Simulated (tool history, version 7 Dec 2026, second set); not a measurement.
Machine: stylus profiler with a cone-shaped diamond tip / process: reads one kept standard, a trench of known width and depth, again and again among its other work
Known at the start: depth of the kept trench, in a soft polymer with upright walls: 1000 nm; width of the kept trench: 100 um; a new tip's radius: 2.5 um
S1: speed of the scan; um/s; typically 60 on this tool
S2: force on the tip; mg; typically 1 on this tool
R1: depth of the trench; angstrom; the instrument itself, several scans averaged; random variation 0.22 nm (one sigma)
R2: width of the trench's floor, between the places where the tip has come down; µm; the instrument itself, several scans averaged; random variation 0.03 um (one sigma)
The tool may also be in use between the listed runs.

| run | hour | S1 | S2 | R1 | R2 |
|---|---|---|---|---|---|
| 1 | 0 | 60 | 1 | 10031.2 | 95.63 |
| 2 | 48.4 | 60 | 1 | 10033.6 | 95.75 |
| 3 | 107.4 | 60 | 1 | 10033.1 | 95.66 |
| 4 | 151.2 | 60 | 0.45 | 10021.4 | 95.58 |
| 5 | 194.3 | 60 | 0.45 | 10018.7 | 95.54 |
| 6 | 269.7 | 60 | 0.45 | 10016.3 | 95.6 |
| 7 | 317 | 60 | 0.45 | 10017.1 | 95.55 |
| 8 | 379 | 60 | 1 | 10034.3 | 95.73 |
| 9 | 411.2 | 60 | 2.93 | 10069.9 | 95.89 |
| 10 | 461 | 191 | 2.93 | 10072.4 | 95.47 |
| 11 | 500.4 | 191 | 2.93 | 10066.5 | 95.45 |
| 12 | 549 | 146 | 0.69 | 10024.6 | 95.17 |
| 13 | 611.9 | 112 | 0.33 | 10014.8 | 95.04 |
| 14 | 686.8 | 23 | 2.41 | 10059.2 | 95.93 |
| 15 | 745.9 | 229 | 2.56 | 10063.2 | 95.35 |
| 16 | 813.3 | 42 | 1.43 | 10046.2 | 95.8 |
| 17 | 850.8 | 42 | 1.43 | 10040.1 | 95.85 |
| 18 | 925.4 | 60 | 1.13 | 10035.3 | 95.76 |
| 19 | 995.5 | 21 | 0.35 | 10019.9 | 95.78 |
| 20 | 1069.6 | 39 | 2.18 | 10056.9 | 95.88 |

4 options for the next run, each taken on its own from the tool as it stands now. Forecast them:
| A | 1141.6 | 89 | 0.88 | ? | ? |
| B | 1141.6 | 68 | 1.57 | ? | ? |
| C | 1141.6 | 204 | 2.18 | ? | ? |
| D | 1141.6 | 203 | 2.29 | ? | ? |

| run | R1 | R2 |
|---|---|---|
| A | 10033.6 | 95.58 |
| B | 10042.3 | 95.71 |
| C | 10057.2 | 95.32 |
| D | 10054.1 | 95.39 |
Stripped of hidden state, with their random variation kept, the same runs would have yielded:
| run | R1 | R2 |
|---|---|---|
| A | 10033.7 | 95.58 |
| B | 10042.4 | 95.72 |
| C | 10057.3 | 95.33 |
| D | 10054.2 | 95.39 |
